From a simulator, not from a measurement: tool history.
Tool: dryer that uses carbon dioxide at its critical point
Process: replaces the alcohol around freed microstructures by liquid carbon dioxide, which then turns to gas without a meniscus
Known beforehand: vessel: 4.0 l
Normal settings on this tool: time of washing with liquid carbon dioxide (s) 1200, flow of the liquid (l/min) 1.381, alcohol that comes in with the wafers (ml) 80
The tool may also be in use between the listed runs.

| run | hour | time of washing with liquid carbon dioxide (s) | flow of the liquid (l/min) | alcohol that comes in with the wafers (ml) | alcohol left in the vessel before it's heated (ppm by volume) |
|---|---|---|---|---|---|
| 1 | 0.0 | 1200 | 1.381 | 80 | 261 |
| 2 | 22.0 | 1200 | 1.381 | 80 | 269 |
| 3 | 48.9 | 1200 | 1.381 | 28 | 231 |
| 4 | 86.2 | 1200 | 1.381 | 28 | 246 |
| 5 | 113.4 | 1200 | 1.381 | 80 | 292 |
|  | 133.7 | purifier's bed changed |
| 6 | 143.7 | 1200 | 1.381 | 80 | 96 |
|  | 148.4 | inlet filter changed |
| 7 | 181.9 | 1200 | 1.381 | 80 | 75 |
| 8 | 223.0 | 1200 | 1.381 | 80 | 88 |
| 9 | 258.6 | 1200 | 1.381 | 80 | 100 |
| 10 | 287.9 | 1200 | 1.381 | 80 | 109 |
| 11 | 318.4 | 1200 | 1.381 | 80 | 115 |
| 12 | 347.1 | 1200 | 1.381 | 80 | 118 |
| 13 | 369.5 | 1200 | 1.381 | 80 | 124 |
| 14 | 408.5 | 1200 | 1.381 | 80 | 138 |
| 15 | 437.9 | 1200 | 1.381 | 80 | 153 |
| 16 | 470.2 | 1200 | 1.381 | 80 | 163 |
| 17 | 513.0 | 1500 | 1.381 | 80 | 122 |
| 18 | 542.5 | 1500 | 1.160 | 28 | 117 |
| 19 | 576.2 | 1500 | 1.160 | 28 | 146 |

Run 20 comes next. What will it give?
| 20 | 613.8 | 1500 | 1.160 | 28 | ? |

alcohol left in the vessel before it's heated (ppm by volume): 149
Without the tool's hidden state the same run would have given alcohol left in the vessel before it's heated (ppm by volume) 21.

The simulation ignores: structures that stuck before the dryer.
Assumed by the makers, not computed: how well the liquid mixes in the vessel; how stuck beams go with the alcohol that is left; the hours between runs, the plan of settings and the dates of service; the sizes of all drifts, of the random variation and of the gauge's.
